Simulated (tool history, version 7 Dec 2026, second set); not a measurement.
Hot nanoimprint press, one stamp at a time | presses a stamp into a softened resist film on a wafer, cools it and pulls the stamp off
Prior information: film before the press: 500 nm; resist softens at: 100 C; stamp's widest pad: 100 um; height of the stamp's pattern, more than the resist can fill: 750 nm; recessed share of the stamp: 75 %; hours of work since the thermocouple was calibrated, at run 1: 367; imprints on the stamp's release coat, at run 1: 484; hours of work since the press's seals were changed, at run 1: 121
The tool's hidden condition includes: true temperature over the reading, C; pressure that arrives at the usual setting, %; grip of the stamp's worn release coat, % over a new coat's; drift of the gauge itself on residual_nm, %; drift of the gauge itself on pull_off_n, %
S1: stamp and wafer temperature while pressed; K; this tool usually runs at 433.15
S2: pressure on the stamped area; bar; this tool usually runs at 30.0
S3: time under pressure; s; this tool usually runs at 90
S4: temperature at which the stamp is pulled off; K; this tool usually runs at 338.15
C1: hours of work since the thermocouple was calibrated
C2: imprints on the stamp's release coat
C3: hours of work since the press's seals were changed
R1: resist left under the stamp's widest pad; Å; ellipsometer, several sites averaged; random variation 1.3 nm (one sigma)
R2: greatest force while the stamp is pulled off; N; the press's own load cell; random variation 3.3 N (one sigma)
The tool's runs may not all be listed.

run    hour      S1    S2   S3      S4   C1    C2   C3    R1   R2
  1     0.0  433.15  30.0   90  338.15  367   484  121  1877  167
  2    42.0  433.15  44.7   90  338.15  397   604  151  1550  171
       57.6  -- plate thermocouple calibrated
  3    77.4  433.15  44.7   90  338.15   14   697  174  1668  173
  4   115.3  433.15  44.7   90  338.15   41   806  201  1662  179
  5   150.4  433.15  30.0   90  338.15   67   907  226  1997  184
  6   174.6  433.15  30.0   90  338.15   84   977  244  1958  174
  7   196.8  433.15  30.0   90  338.15  100  1041  260  1993  181
  8   233.9  433.15  30.0   90  338.15  126  1147  286  1973  188
  9   270.6  433.15  30.0   90  338.15  153  1253  313  1961  188
 10   307.9  433.15  30.0   90  338.15  180  1360  339  1969  192
 11   340.2  433.15  30.0   90  338.15  203  1453  363  1985  196
 12   367.2  433.15  30.0   90  338.15  222  1530  382  1945  196
 13   399.0  433.15  30.0   90  338.15  245  1622  405  1951  197
 14   420.0  433.15  30.0   90  330.15  260  1682  420  1935  218
 15   451.8  433.15  30.0   90  330.15  283  1773  443  1956  227
 16   479.3  433.15  30.0   90  330.15  303  1852  462  1950  228
 17   512.0  433.15  30.0   90  330.15  326  1946  486  1935  237
 18   556.0  433.15  29.1   90  345.15  358  2073  517  1945  179
 19   593.2  428.15  30.0   90  332.15  384  2180  544  2498  235
      626.2  -- plate thermocouple calibrated
 20   632.7  432.15  30.0   90  334.15    5  2285  570  2110  226
 21   663.3  433.15  22.2   47  338.15   27  2373  592  2869  226
      699.0  -- stamp cleaned and given a new release coat
 22   707.2  433.15  30.0   90  343.15   54    24  619  2001  146
 23   744.7  426.15  30.0   58  338.15   81   131  646  3286  161
 24   784.9  433.15  45.3  152  338.15  110   247  675  1312  167
 25   826.2  423.15  30.9   74  325.15  139   365  705  3367  205
 26   867.3  439.15  30.6   73  335.15  169   483  734  1544  170
 27   906.0  439.15  30.9   91  337.15  196   595  762  1400  177
 28   947.5  433.15  18.8   90  338.15  226   714  792  2408  169
 29   984.7  441.15  33.0   59  341.15  253   821  819  1443  164
 30  1012.0  444.15  37.0   53  338.15  273   900  838  1246  176

Results for each run, recomputed without the tool's hidden state and with each run's random variation untouched:
run    R1   R2
  1  1948  156
  2  1614  157
  3  1632  154
  4  1630  157
  5  1971  159
  6  1936  149
  7  1975  154
  8  1960  157
  9  1954  155
 10  1968  156
 11  1988  157
 12  1953  156
 13  1964  155
 14  1951  170
 15  1976  176
 16  1976  174
 17  1965  179
 18  1983  134
 19  2555  173
 20  2075  163
 21  2845  160
 22  1976  146
 23  3268  158
 24  1287  161
 25  3366  194
 26  1541  158
 27  1401  163
 28  2445  152
 29  1450  145
 30  1247  154

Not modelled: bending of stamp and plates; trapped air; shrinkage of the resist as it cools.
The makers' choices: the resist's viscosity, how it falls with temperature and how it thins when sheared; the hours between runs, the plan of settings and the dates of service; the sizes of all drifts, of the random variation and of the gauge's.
